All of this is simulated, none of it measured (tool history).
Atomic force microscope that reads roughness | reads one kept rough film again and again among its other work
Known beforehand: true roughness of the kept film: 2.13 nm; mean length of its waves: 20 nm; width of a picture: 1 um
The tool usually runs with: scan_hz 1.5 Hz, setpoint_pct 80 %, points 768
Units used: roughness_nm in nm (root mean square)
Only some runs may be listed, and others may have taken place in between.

{"run": 1, "hour": 0.0, "scan_hz": 1.5, "setpoint_pct": 80, "points": 768, "roughness_nm": 1.472}
{"run": 2, "hour": 21.6, "scan_hz": 1.5, "setpoint_pct": 80, "points": 768, "roughness_nm": 1.46}
{"run": 3, "hour": 41.4, "scan_hz": 1.5, "setpoint_pct": 80, "points": 768, "roughness_nm": 1.439}
{"run": 4, "hour": 62.4, "scan_hz": 1.5, "setpoint_pct": 80, "points": 768, "roughness_nm": 1.433}
{"run": 5, "hour": 94.0, "scan_hz": 1.5, "setpoint_pct": 80, "points": 768, "roughness_nm": 1.401}
{"run": 6, "hour": 115.9, "scan_hz": 1.5, "setpoint_pct": 80, "points": 768, "roughness_nm": 1.389}
{"run": 7, "hour": 137.2, "scan_hz": 1.5, "setpoint_pct": 80, "points": 768, "roughness_nm": 1.38}
{"run": 8, "hour": 151.1, "scan_hz": 1.5, "setpoint_pct": 80, "points": 768, "roughness_nm": 1.367}
{"run": 9, "hour": 164.8, "scan_hz": 1.5, "setpoint_pct": 80, "points": 768, "roughness_nm": 1.362}
{"run": 10, "hour": 189.1, "scan_hz": 1.72, "setpoint_pct": 80, "points": 768, "roughness_nm": 1.336}
{"run": 11, "hour": 205.4, "scan_hz": 1.72, "setpoint_pct": 80, "points": 768, "roughness_nm": 1.322}
{"run": 12, "hour": 225.6, "scan_hz": 1.5, "setpoint_pct": 80, "points": 768, "roughness_nm": 1.311}
{"run": 13, "hour": 255.4, "scan_hz": 1.5, "setpoint_pct": 61, "points": 768, "roughness_nm": 1.383}
{"run": 14, "hour": 275.0, "scan_hz": 1.5, "setpoint_pct": 61, "points": 768, "roughness_nm": 1.357}
{"run": 15, "hour": 288.9, "scan_hz": 1.5, "setpoint_pct": 80, "points": 768, "roughness_nm": 1.278}
{"run": 16, "hour": 312.6, "scan_hz": 1.5, "setpoint_pct": 80, "points": 768, "roughness_nm": 1.269}
{"run": 17, "hour": 330.7, "scan_hz": 1.5, "setpoint_pct": 80, "points": 768, "roughness_nm": 1.258}
{"run": 18, "hour": 360.8, "scan_hz": 1.5, "setpoint_pct": 80, "points": 443, "roughness_nm": 1.224}
{"run": 19, "hour": 382.7, "scan_hz": 1.5, "setpoint_pct": 80, "points": 443, "roughness_nm": 1.235}

Forecast run 20:
{"hour": 399.5, "done": "new tip fitted"}
{"run": 20, "hour": 400.9, "scan_hz": 1.43, "setpoint_pct": 69, "points": 768, "roughness_nm": "?"}

roughness_nm: 1.675 nm (root mean square)
If the tool had no hidden condition, the same run with the same run-to-run variation would have returned roughness_nm 1.671 nm (root mean square).
